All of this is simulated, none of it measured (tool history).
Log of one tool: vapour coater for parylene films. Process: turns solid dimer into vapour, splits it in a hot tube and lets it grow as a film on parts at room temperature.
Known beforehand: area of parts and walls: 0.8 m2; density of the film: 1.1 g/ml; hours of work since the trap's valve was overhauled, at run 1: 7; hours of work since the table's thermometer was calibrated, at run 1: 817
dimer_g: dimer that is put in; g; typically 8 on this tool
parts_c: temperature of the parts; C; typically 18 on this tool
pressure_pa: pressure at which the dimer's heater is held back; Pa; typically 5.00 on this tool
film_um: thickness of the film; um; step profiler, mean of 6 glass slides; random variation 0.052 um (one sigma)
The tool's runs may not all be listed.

run	hour	dimer_g	parts_c	pressure_pa	hours of work since the trap's valve was overhauled	hours of work since the table's thermometer was calibrated	film_um
1	0.0	8	18	5.00	7	817	6.40
2	40.2	8	18	5.00	36	845	6.44
3	61.8	8	18	5.00	51	860	6.39
4	88.0	8	18	6.84	70	879	6.16
5	110.9	8	20	6.84	86	895	5.93
6	139.2	8	20	6.84	106	915	5.86
7	162.5	8	20	6.84	122	931	5.82
8	186.3	8	20	6.84	139	948	5.84
9	205.3	8	20	6.84	153	962	5.85
10	239.3	8	18	5.00	177	986	6.21
11	256.4	8	10	5.00	189	998	7.51
12	284.2	8	18	5.00	208	1017	6.39
13	300.7	8	18	5.00	220	1029	6.40
14	322.2	8	18	5.00	235	1044	6.46
15	347.2	8	18	5.00	253	1062	6.37
16	377.5	5	18	5.00	274	1083	3.98
# hour 391.8: trap's valve overhauled
17	398.8	5	18	5.00	5	1096	3.97
18	419.0	5	18	5.00	19	1110	3.96
19	439.7	8	18	4.27	34	1124	6.61
20	467.7	8	18	4.27	54	1144	6.54
21	484.6	8	18	4.27	66	1156	6.48
22	506.0	8	18	5.00	81	1171	6.27
23	536.1	8	18	5.00	102	1193	6.42
24	563.4	8	18	5.00	121	1212	6.44
25	593.2	11	22	5.63	142	1233	7.92
26	628.8	13	30	5.63	167	1258	8.12
27	647.5	9	26	5.63	181	1271	5.94
28	671.1	8	18	5.00	197	1288	6.39
29	689.5	8	18	5.00	210	1301	6.46
30	707.0	4	18	3.80	223	1313	3.36
31	723.4	8	12	8.50	234	1325	6.70
32	751.5	4	18	8.50	254	1345	2.92
33	787.8	11	20	3.67	280	1370	8.86
# hour 794.3: trap's valve overhauled
34	823.4	11	20	3.67	21	1393	8.91
35	856.3	10	12	9.91	44	1416	8.14
36	890.1	9	20	10.14	68	1440	6.15
37	920.1	9	20	10.14	89	1461	6.24
38	960.1	9	20	10.14	117	1489	6.25
39	980.2	9	20	10.14	131	1504	6.21
40	997.2	9	20	10.14	143	1516	6.19
41	1033.8	7	23	2.10	169	1541	5.76
# hour 1067.2: table's thermometer calibrated
42	1068.8	8	11	6.01	193	1	7.20
43	1108.3	6	18	2.18	221	29	5.46

Entry by entry between the runs, the difference in hidden state between the last listed run before and the first listed run after:
After run 16, before run 17: trap's valve overhauled (hour 391.8)
  vapour lost through the trap's worn valve, %: 0.2 -> 0
After run 33, before run 34: trap's valve overhauled (hour 794.3)
  vapour lost through the trap's worn valve, %: 0.2 -> 0
After run 41, before run 42: table's thermometer calibrated (hour 1067.2)
  vapour lost through the trap's worn valve, %: 0.1 -> 0.2; true temperature of the parts over the reading, C: 0.01 -> 0

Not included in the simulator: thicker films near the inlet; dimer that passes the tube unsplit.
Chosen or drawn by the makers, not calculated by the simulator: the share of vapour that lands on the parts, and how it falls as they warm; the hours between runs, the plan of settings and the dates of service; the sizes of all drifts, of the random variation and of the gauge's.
